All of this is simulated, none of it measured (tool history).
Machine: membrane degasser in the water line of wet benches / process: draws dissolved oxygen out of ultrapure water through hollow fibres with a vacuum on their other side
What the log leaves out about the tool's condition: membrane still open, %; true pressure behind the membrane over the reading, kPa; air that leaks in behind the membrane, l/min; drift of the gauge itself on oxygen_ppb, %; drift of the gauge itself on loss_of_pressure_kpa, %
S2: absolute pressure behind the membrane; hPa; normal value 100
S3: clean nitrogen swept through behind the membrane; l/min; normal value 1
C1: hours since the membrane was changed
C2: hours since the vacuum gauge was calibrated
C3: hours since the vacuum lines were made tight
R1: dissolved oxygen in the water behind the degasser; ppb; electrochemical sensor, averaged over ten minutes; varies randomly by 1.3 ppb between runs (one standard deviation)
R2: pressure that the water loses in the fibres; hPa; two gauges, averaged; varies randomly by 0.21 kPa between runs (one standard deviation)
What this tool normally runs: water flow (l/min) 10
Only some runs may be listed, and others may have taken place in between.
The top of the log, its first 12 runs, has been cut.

-- hour=1756.8 vacuum gauge calibrated
run 13 hour=1777.2 | water_flow_(l/min)=10 S2=100 S3=1 | C1=10506 C2=20 C3=3276 | R1=161.6 R2=474
run 14 hour=1963 | water_flow_(l/min)=10 S2=100 S3=1 | C1=10692 C2=206 C3=3462 | R1=159.4 R2=475
run 15 hour=2074.2 | water_flow_(l/min)=10 S2=100 S3=2.31 | C1=10803 C2=317 C3=3573 | R1=74 R2=480.4
run 16 hour=2193.2 | water_flow_(l/min)=10 S2=100 S3=2.31 | C1=10922 C2=436 C3=3692 | R1=74.6 R2=470.6
run 17 hour=2291.2 | water_flow_(l/min)=10 S2=100 S3=2.66 | C1=11020 C2=534 C3=3790 | R1=64.8 R2=479.2
run 18 hour=2426.4 | water_flow_(l/min)=15 S2=100 S3=0.76 | C1=11155 C2=670 C3=3925 | R1=298.8 R2=716.2
run 19 hour=2592.6 | water_flow_(l/min)=15 S2=100 S3=0.76 | C1=11322 C2=836 C3=4091 | R1=298 R2=709.5
run 20 hour=2737.5 | water_flow_(l/min)=13 S2=237 S3=1.05 | C1=11466 C2=981 C3=4236 | R1=560.6 R2=620.6
run 21 hour=2887.8 | water_flow_(l/min)=13 S2=237 S3=1.05 | C1=11617 C2=1131 C3=4386 | R1=552.5 R2=619.6
run 22 hour=3053 | water_flow_(l/min)=8 S2=234 S3=0.41 | C1=11782 C2=1296 C3=4552 | R1=810.8 R2=382.6
run 23 hour=3179.5 | water_flow_(l/min)=8 S2=234 S3=0.41 | C1=11908 C2=1423 C3=4678 | R1=805.8 R2=381.3
run 24 hour=3353.9 | water_flow_(l/min)=8 S2=234 S3=0.41 | C1=12083 C2=1597 C3=4853 | R1=796.4 R2=380.4
run 25 hour=3451.1 | water_flow_(l/min)=12 S2=195 S3=2.74 | C1=12180 C2=1694 C3=4950 | R1=175.6 R2=571.6
run 26 hour=3562.9 | water_flow_(l/min)=13 S2=100 S3=2.34 | C1=12292 C2=1806 C3=5061 | R1=95.5 R2=619
run 27 hour=3691.3 | water_flow_(l/min)=15 S2=116 S3=0.75 | C1=12420 C2=1934 C3=5190 | R1=369.9 R2=716.3
run 28 hour=3858.1 | water_flow_(l/min)=15 S2=116 S3=0.75 | C1=12587 C2=2101 C3=5357 | R1=363.8 R2=710.1
run 29 hour=4067.8 | water_flow_(l/min)=9 S2=65 S3=1.25 | C1=12797 C2=2311 C3=5566 | R1=58.1 R2=427.4
run 30 hour=4194.8 | water_flow_(l/min)=14 S2=188 S3=1 | C1=12924 C2=2438 C3=5693 | R1=480.8 R2=662.3
run 31 hour=4341.4 | water_flow_(l/min)=10 S2=100 S3=2.69 | C1=13070 C2=2585 C3=5840 | R1=63.4 R2=472.5
run 32 hour=4546.5 | water_flow_(l/min)=10 S2=100 S3=2.69 | C1=13275 C2=2790 C3=6045 | R1=64.2 R2=471.3
run 33 hour=4734.5 | water_flow_(l/min)=10 S2=91 S3=0.46 | C1=13463 C2=2978 C3=6233 | R1=277.2 R2=475.5

Predict each of these 3 candidate next runs independently; none follows another, all start after run 33:
run A hour=4896.3 | water_flow_(l/min)=14 S2=86 S3=0.82 | C1=13625 C2=3139 C3=6395 | R1=? R2=?
run B hour=4896.3 | water_flow_(l/min)=10 S2=91 S3=0.41 | C1=13625 C2=3139 C3=6395 | R1=? R2=?
run C hour=4896.3 | water_flow_(l/min)=6 S2=91 S3=0.46 | C1=13625 C2=3139 C3=6395 | R1=? R2=?

run=A R1=213.5 R2=667
run=B R1=306.1 R2=477.4
run=C R1=175.6 R2=284.6
Had the tool no hidden state, the same runs would have come out as:
run=A R1=213 R2=665.6
run=B R1=305.6 R2=476.4
run=C R1=175.1 R2=284.1
